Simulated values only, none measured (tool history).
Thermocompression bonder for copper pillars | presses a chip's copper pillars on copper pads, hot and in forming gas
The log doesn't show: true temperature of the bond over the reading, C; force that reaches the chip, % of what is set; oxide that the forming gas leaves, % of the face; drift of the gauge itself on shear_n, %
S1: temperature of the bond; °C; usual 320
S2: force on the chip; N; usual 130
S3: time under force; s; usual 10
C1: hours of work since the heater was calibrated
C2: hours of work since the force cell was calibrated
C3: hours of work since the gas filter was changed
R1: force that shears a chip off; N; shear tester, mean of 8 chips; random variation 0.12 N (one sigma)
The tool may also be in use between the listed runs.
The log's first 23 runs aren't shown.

{"hour": 1291.8, "done": "force cell calibrated"}
{"run": 24, "hour": 1295.3, "S1": 308, "S2": 137, "S3": 7, "C1": 313, "C2": 2, "C3": 400, "R1": 46}
{"hour": 1333.1, "done": "forming gas filter changed"}
{"run": 25, "hour": 1367.5, "S1": 302, "S2": 130, "S3": 6, "C1": 359, "C2": 48, "C3": 22, "R1": 41.5}
{"run": 26, "hour": 1407.0, "S1": 297, "S2": 85, "S3": 10, "C1": 384, "C2": 73, "C3": 47, "R1": 31.2}
{"run": 27, "hour": 1459.1, "S1": 297, "S2": 106, "S3": 10, "C1": 417, "C2": 106, "C3": 80, "R1": 39.5}
{"run": 28, "hour": 1507.3, "S1": 297, "S2": 106, "S3": 10, "C1": 448, "C2": 137, "C3": 111, "R1": 39.4}
{"run": 29, "hour": 1552.9, "S1": 346, "S2": 140, "S3": 10, "C1": 477, "C2": 166, "C3": 140, "R1": 73.5}
{"run": 30, "hour": 1622.1, "S1": 327, "S2": 138, "S3": 5, "C1": 521, "C2": 210, "C3": 184, "R1": 51.3}
{"run": 31, "hour": 1667.8, "S1": 300, "S2": 158, "S3": 8, "C1": 550, "C2": 239, "C3": 213, "R1": 54.1}

The next listed run, before its measurement:
{"run": 32, "hour": 1741.9, "S1": 300, "S2": 158, "S3": 8, "C1": 598, "C2": 287, "C3": 261, "R1": "?"}

Run 32 gave R1 54.2 N.
Without the tool's hidden state the same run would have given R1 52.6 N.

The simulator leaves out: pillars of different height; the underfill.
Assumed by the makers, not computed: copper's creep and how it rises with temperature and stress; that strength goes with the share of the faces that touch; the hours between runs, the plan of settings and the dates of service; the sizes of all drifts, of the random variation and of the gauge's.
